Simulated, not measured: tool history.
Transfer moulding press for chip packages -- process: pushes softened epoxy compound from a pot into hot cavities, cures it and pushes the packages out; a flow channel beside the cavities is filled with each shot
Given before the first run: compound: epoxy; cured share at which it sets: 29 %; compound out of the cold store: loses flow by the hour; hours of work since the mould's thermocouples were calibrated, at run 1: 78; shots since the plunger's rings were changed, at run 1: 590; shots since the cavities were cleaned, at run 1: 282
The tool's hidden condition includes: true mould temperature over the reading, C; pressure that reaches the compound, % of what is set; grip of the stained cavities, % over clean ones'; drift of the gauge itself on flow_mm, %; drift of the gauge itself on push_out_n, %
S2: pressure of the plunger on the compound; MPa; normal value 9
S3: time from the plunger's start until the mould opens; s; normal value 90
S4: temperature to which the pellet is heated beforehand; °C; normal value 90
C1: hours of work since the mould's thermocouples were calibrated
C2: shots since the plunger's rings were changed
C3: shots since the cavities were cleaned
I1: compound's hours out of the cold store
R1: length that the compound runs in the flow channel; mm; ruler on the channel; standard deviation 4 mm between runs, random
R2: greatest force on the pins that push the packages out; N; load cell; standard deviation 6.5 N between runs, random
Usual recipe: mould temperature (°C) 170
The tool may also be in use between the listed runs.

run 1 hour=0 | mould_temperature_(°C)=170 S2=9 S3=90 S4=90 | C1=78 C2=590 C3=282 | I1=20.1 | R1=610 R2=358
-- hour=16.2 cavities cleaned with cleaning compound and waxed
-- hour=55.3 cavities cleaned with cleaning compound and waxed
run 2 hour=67.8 | mould_temperature_(°C)=170 S2=9 S3=90 S4=90 | C1=116 C2=1302 C3=138 | I1=40.1 | R1=530 R2=291
-- hour=94.7 cavities cleaned with cleaning compound and waxed
run 3 hour=128.8 | mould_temperature_(°C)=170 S2=9 S3=90 S4=90 | C1=150 C2=1955 C3=375 | I1=15.2 | R1=614 R2=371
-- hour=137.5 cavities cleaned with cleaning compound and waxed
-- hour=176.9 cavities cleaned with cleaning compound and waxed
-- hour=218.3 cavities cleaned with cleaning compound and waxed
run 4 hour=228.3 | mould_temperature_(°C)=170 S2=9 S3=71 S4=90 | C1=205 C2=2998 C3=111 | I1=34.1 | R1=543 R2=409
-- hour=259.2 cavities cleaned with cleaning compound and waxed
-- hour=301.9 cavities cleaned with cleaning compound and waxed
run 5 hour=319.3 | mould_temperature_(°C)=170 S2=9 S3=71 S4=90 | C1=255 C2=3963 C3=191 | I1=41.3 | R1=521 R2=435
-- hour=347.3 cavities cleaned with cleaning compound and waxed
run 6 hour=383.1 | mould_temperature_(°C)=170 S2=9 S3=90 S4=90 | C1=291 C2=4646 C3=392 | I1=12.3 | R1=608 R2=364
-- hour=390.5 cavities cleaned with cleaning compound and waxed
-- hour=426.4 plunger's sealing rings changed
-- hour=433.7 cavities cleaned with cleaning compound and waxed
-- hour=465.9 cavities cleaned with cleaning compound and waxed, once more
run 7 hour=473.2 | mould_temperature_(°C)=170 S2=9 S3=71 S4=90 | C1=339 C2=480 C3=80 | I1=29.5 | R1=569 R2=409
-- hour=507.8 cavities cleaned with cleaning compound and waxed
-- hour=548 cavities cleaned with cleaning compound and waxed
run 8 hour=579.2 | mould_temperature_(°C)=170 S2=9 S3=90 S4=90 | C1=399 C2=1611 C3=343 | I1=14.1 | R1=633 R2=371
-- hour=590.3 cavities cleaned with cleaning compound and waxed
-- hour=634.3 cavities cleaned with cleaning compound and waxed
run 9 hour=643.3 | mould_temperature_(°C)=170 S2=9 S3=90 S4=90 | C1=434 C2=2281 C3=99 | I1=23 | R1=583 R2=305
-- hour=677 cavities cleaned with cleaning compound and waxed
-- hour=721.6 cavities cleaned with cleaning compound and waxed
run 10 hour=746.3 | mould_temperature_(°C)=170 S2=9 S3=90 S4=90 | C1=492 C2=3379 C3=272 | I1=39.6 | R1=529 R2=337
-- hour=761 cavities cleaned with cleaning compound and waxed
run 11 hour=793.2 | mould_temperature_(°C)=170 S2=9 S3=106 S4=90 | C1=518 C2=3877 C3=353 | I1=38.5 | R1=532 R2=347
-- hour=803.4 cavities cleaned with cleaning compound and waxed
-- hour=842.5 cavities cleaned with cleaning compound and waxed
run 12 hour=849.5 | mould_temperature_(°C)=170 S2=9 S3=87 S4=90 | C1=549 C2=4462 C3=77 | I1=40.1 | R1=514 R2=297
-- hour=883.2 cavities cleaned with cleaning compound and waxed
-- hour=906.8 plunger's sealing rings changed
run 13 hour=916.3 | mould_temperature_(°C)=170 S2=10.04 S3=84 S4=87 | C1=585 C2=105 C3=336 | I1=30.6 | R1=601 R2=393
-- hour=932.1 cavities cleaned with cleaning compound and waxed
-- hour=971.2 cavities cleaned with cleaning compound and waxed
run 14 hour=996.1 | mould_temperature_(°C)=170 S2=7.07 S3=79 S4=90 | C1=629 C2=947 C3=273 | I1=10.9 | R1=571 R2=440
-- hour=1011.1 cavities cleaned with cleaning compound and waxed
-- hour=1050.4 cavities cleaned with cleaning compound and waxed
run 15 hour=1060.9 | mould_temperature_(°C)=170 S2=7.07 S3=79 S4=90 | C1=665 C2=1626 C3=116 | I1=33.3 | R1=497 R2=353
-- hour=1092.2 cavities cleaned with cleaning compound and waxed
run 16 hour=1122.9 | mould_temperature_(°C)=170 S2=9 S3=81 S4=90 | C1=700 C2=2289 C3=336 | I1=23.4 | R1=581 R2=411
-- hour=1139.7 cavities cleaned with cleaning compound and waxed
-- hour=1183.6 cavities cleaned with cleaning compound and waxed
run 17 hour=1189.7 | mould_temperature_(°C)=170 S2=9 S3=81 S4=90 | C1=736 C2=2989 C3=67 | I1=27.2 | R1=567 R2=336
-- hour=1213.9 mould's thermocouples calibrated
-- hour=1232.5 cavities cleaned with cleaning compound and waxed
-- hour=1272.7 cavities cleaned with cleaning compound and waxed
run 18 hour=1273.4 | mould_temperature_(°C)=170 S2=9 S3=81 S4=90 | C1=33 C2=3854 C3=8 | I1=13.8 | R1=610 R2=291
-- hour=1311.7 cavities cleaned with cleaning compound and waxed
-- hour=1351.5 cavities cleaned with cleaning compound and waxed
run 19 hour=1362 | mould_temperature_(°C)=170 S2=9 S3=81 S4=90 | C1=82 C2=4793 C3=115 | I1=9.8 | R1=617 R2=339
-- hour=1388.7 plunger's sealing rings changed
-- hour=1397.1 cavities cleaned with cleaning compound and waxed
run 20 hour=1428.1 | mould_temperature_(°C)=170 S2=9 S3=81 S4=90 | C1=118 C2=416 C3=340 | I1=32.8 | R1=569 R2=404
-- hour=1437.1 cavities cleaned with cleaning compound and waxed
-- hour=1478.9 cavities cleaned with cleaning compound and waxed
-- hour=1524 cavities cleaned with cleaning compound and waxed
run 21 hour=1525.3 | mould_temperature_(°C)=167 S2=10.27 S3=80 S4=90 | C1=171 C2=1434 C3=15 | I1=43.3 | R1=572 R2=349
-- hour=1567.4 cavities cleaned with cleaning compound and waxed
run 22 hour=1575.1 | mould_temperature_(°C)=167 S2=10.27 S3=80 S4=90 | C1=199 C2=1964 C3=84 | I1=42.8 | R1=572 R2=372
-- hour=1607.5 cavities cleaned with cleaning compound and waxed
-- hour=1650.2 cavities cleaned with cleaning compound and waxed
run 23 hour=1673.9 | mould_temperature_(°C)=167 S2=10.27 S3=80 S4=90 | C1=254 C2=3015 C3=260 | I1=34.7 | R1=587 R2=444

Hidden state or all else? Some run-to-run changes of R1, split into what the settings, what came in and random variation would give without the hidden state, and what is left for the hidden state (with any gauge scatter that isn't in both results):
Run 5 -> 6: S3 71 -> 90, cavities cleaned with cleaning compound and waxed. R1 +87 mm: hidden state -8, all else +95.
Run 6 -> 7: S3 90 -> 71, cavities cleaned with cleaning compound and waxed, plunger's sealing rings changed, cavities cleaned with cleaning compound and waxed, cavities cleaned with cleaning compound and waxed, once more. R1 -39 mm: hidden state +27, all else -66.
Run 12 -> 13: S2 9 -> 10.04, S3 87 -> 84, S4 90 -> 87, cavities cleaned with cleaning compound and waxed, plunger's sealing rings changed. R1 +87 mm: hidden state +22, all else +65.
Run 19 -> 20: plunger's sealing rings changed, cavities cleaned with cleaning compound and waxed. R1 -48 mm: hidden state +30, all else -78.

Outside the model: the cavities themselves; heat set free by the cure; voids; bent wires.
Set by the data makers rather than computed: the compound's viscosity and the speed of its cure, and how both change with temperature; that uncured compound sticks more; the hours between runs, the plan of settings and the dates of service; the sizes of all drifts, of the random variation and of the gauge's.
